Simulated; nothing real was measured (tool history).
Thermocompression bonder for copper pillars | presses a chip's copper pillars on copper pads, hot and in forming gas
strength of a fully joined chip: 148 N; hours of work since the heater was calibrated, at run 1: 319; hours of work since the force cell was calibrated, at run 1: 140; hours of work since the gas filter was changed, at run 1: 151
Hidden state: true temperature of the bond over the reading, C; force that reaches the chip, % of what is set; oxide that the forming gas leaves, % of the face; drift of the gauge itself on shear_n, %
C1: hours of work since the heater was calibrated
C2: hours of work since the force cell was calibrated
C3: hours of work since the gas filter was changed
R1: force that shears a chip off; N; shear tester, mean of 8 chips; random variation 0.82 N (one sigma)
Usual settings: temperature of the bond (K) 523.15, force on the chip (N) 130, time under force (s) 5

run 1 hour=0.0 | temperature_of_the_bond_(K)=523.15 force_on_the_chip_(N)=130 time_under_force_(s)=5 | C1=319 C2=140 C3=151 | R1=89.2
run 2 hour=37.3 | temperature_of_the_bond_(K)=523.15 force_on_the_chip_(N)=130 time_under_force_(s)=3 | C1=346 C2=167 C3=178 | R1=75.4
run 3 hour=57.9 | temperature_of_the_bond_(K)=523.15 force_on_the_chip_(N)=130 time_under_force_(s)=3 | C1=361 C2=182 C3=193 | R1=75.5
-- hour=83.2 forming gas filter changed
run 4 hour=87.0 | temperature_of_the_bond_(K)=523.15 force_on_the_chip_(N)=130 time_under_force_(s)=3 | C1=381 C2=203 C3=3 | R1=77.1
run 5 hour=116.1 | temperature_of_the_bond_(K)=523.15 force_on_the_chip_(N)=130 time_under_force_(s)=3 | C1=402 C2=224 C3=24 | R1=77.1
run 6 hour=140.4 | temperature_of_the_bond_(K)=523.15 force_on_the_chip_(N)=100 time_under_force_(s)=5 | C1=420 C2=241 C3=41 | R1=70.7
run 7 hour=168.4 | temperature_of_the_bond_(K)=523.15 force_on_the_chip_(N)=130 time_under_force_(s)=5 | C1=440 C2=261 C3=62 | R1=89.5
run 8 hour=208.9 | temperature_of_the_bond_(K)=523.15 force_on_the_chip_(N)=138 time_under_force_(s)=5 | C1=470 C2=291 C3=91 | R1=93.9
run 9 hour=246.7 | temperature_of_the_bond_(K)=523.15 force_on_the_chip_(N)=138 time_under_force_(s)=5 | C1=497 C2=318 C3=118 | R1=93.2
run 10 hour=286.4 | temperature_of_the_bond_(K)=523.15 force_on_the_chip_(N)=102 time_under_force_(s)=3 | C1=526 C2=347 C3=147 | R1=59.6
run 11 hour=305.3 | temperature_of_the_bond_(K)=523.15 force_on_the_chip_(N)=102 time_under_force_(s)=3 | C1=539 C2=360 C3=161 | R1=58.4
run 12 hour=341.6 | temperature_of_the_bond_(K)=523.15 force_on_the_chip_(N)=102 time_under_force_(s)=3 | C1=565 C2=387 C3=187 | R1=59.2
run 13 hour=362.9 | temperature_of_the_bond_(K)=523.15 force_on_the_chip_(N)=102 time_under_force_(s)=3 | C1=581 C2=402 C3=202 | R1=59.2
-- hour=377.6 forming gas filter changed
run 14 hour=409.1 | temperature_of_the_bond_(K)=523.15 force_on_the_chip_(N)=173 time_under_force_(s)=12 | C1=614 C2=435 C3=23 | R1=130.1
run 15 hour=443.5 | temperature_of_the_bond_(K)=523.15 force_on_the_chip_(N)=164 time_under_force_(s)=6 | C1=639 C2=460 C3=48 | R1=111.6

How the hidden state differs across the entries between the runs, from the last listed run before each to the first after it:
Between runs 3 and 4: forming gas filter changed (hour 83.2)
  oxide that the forming gas leaves, % of the face: 0.77 -> 0.5
Between runs 13 and 14: forming gas filter changed (hour 377.6)
  oxide that the forming gas leaves, % of the face: 0.8 -> 0.54

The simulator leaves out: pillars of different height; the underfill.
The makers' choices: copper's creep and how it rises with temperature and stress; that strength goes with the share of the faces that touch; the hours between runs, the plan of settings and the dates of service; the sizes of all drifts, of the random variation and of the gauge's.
